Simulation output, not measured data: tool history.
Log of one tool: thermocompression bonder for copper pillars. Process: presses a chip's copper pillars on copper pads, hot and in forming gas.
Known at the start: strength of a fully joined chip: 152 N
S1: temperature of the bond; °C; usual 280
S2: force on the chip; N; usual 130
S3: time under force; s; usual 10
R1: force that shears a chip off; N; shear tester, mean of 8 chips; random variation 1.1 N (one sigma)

run,hour,S1,S2,S3,R1
1,0,280,130,10,100.2
2,35.4,280,130,23,121.7
3,66.1,280,102,10,89.7
4,96.9,268,102,10,81.1
5,149.1,280,130,5,77.8
6,182.3,280,175,5,87.8
7,220,255,130,10,77.6
8,265.6,280,130,10,95.5
9,298.7,280,130,10,94.3
10,337.6,280,130,10,94.7
11,382.4,280,130,10,94.4
12,423.4,280,123,10,91.8
13,464.4,280,130,10,92.5
# hour 497.8: forming gas filter changed
14,520.3,280,130,10,103.5
15,573.2,280,130,10,100.2
16,626.3,280,130,10,100.1
17,679.7,280,130,10,100.4
18,716.4,280,130,10,99.2
19,755.3,280,130,10,96.4
20,800.4,280,130,10,99.4
21,854.6,282,148,9,100.9
22,894.8,282,148,9,99.1
23,926.9,269,148,11,95.6
24,955.5,284,148,5,83.9
25,1012.1,284,167,21,118.7
# hour 1040.9: forming gas filter changed
26,1054.1,284,167,15,126.4
27,1081,266,83,6,61.9
28,1114.8,266,83,6,61.9
# hour 1131.8: force cell calibrated
# hour 1141.5: heater calibrated with a thermocouple chip
29,1162.3,280,100,10,83
30,1195.1,280,87,10,76.3
31,1234.5,271,91,10,70.9
32,1261.5,271,91,10,70.8
33,1304.1,271,91,10,71.6
34,1361.4,280,126,18,103
35,1418.4,280,126,18,102.4
36,1462.1,280,126,18,99.6
37,1515.7,254,105,7,52.7
38,1568.6,252,157,10,71.2

Forecast each of these 3 alternatives for the next run:
# hour 1586.5: forming gas filter changed
A,1604.9,293,127,10,?
# hour 1586.5: forming gas filter changed
B,1604.9,266,189,5,?
# hour 1586.5: forming gas filter changed
C,1604.9,284,113,8,?

run,R1
A,106.3
B,82
C,89.5
Without the tool's hidden state the same runs would have given:
run,R1
A,103.8
B,79.3
C,86.8
